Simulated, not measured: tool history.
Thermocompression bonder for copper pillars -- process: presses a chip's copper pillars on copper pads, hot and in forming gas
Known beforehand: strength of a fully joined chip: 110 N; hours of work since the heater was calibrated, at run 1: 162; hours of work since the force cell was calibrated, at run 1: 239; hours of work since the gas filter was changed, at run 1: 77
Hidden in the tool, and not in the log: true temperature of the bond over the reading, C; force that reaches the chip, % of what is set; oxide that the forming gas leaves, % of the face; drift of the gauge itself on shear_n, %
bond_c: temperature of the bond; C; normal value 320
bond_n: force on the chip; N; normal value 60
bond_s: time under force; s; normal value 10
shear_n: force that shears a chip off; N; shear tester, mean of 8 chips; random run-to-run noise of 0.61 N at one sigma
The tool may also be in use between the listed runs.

run,hour,bond_c,bond_n,bond_s,hours of work since the heater was calibrated,hours of work since the force cell was calibrated,hours of work since the gas filter was changed,shear_n
1,0.0,320,60,10,162,239,77,77.1
2,38.7,320,60,10,185,263,100,77.2
3,61.3,320,60,13,198,276,114,80.5
4,101.2,320,60,13,222,300,138,81.9
5,142.1,320,60,13,247,325,162,81.1
6,193.8,320,60,13,278,356,194,81.0
7,221.9,320,60,13,295,373,210,80.3
8,246.7,320,60,13,310,388,225,79.9
# hour 255.8: forming gas filter changed
9,271.6,320,60,13,325,402,10,82.0
10,307.3,330,60,13,346,424,31,84.6
11,344.2,332,49,7,368,446,53,63.4
12,381.5,332,49,7,391,469,76,63.7
13,416.3,320,64,10,412,490,97,80.2
14,443.7,320,64,6,428,506,113,68.8
15,491.9,301,71,19,457,535,142,88.7
16,535.9,314,39,14,484,561,169,55.6
17,567.8,334,62,14,503,581,188,89.9
18,618.1,334,62,14,533,611,218,87.3

5 options for the next run, each taken on its own from the tool as it stands now. Forecast them:
# hour 638.8: forming gas filter changed
A,660.2,320,60,10,558,636,13,?
# hour 638.8: forming gas filter changed
B,660.2,320,60,10,558,636,13,?
# hour 638.8: forming gas filter changed
C,660.2,296,76,22,558,636,13,?
# hour 638.8: forming gas filter changed
D,660.2,328,74,20,558,636,13,?
# hour 638.8: forming gas filter changed
E,660.2,313,70,20,558,636,13,?

run,shear_n
A,76.7
B,77.9
C,93.0
D,99.2
E,94.3
The same runs, with their run-to-run variation unchanged, on a tool lacking any hidden condition would have given:
run,shear_n
A,78.6
B,79.9
C,94.7
D,100.3
E,95.8
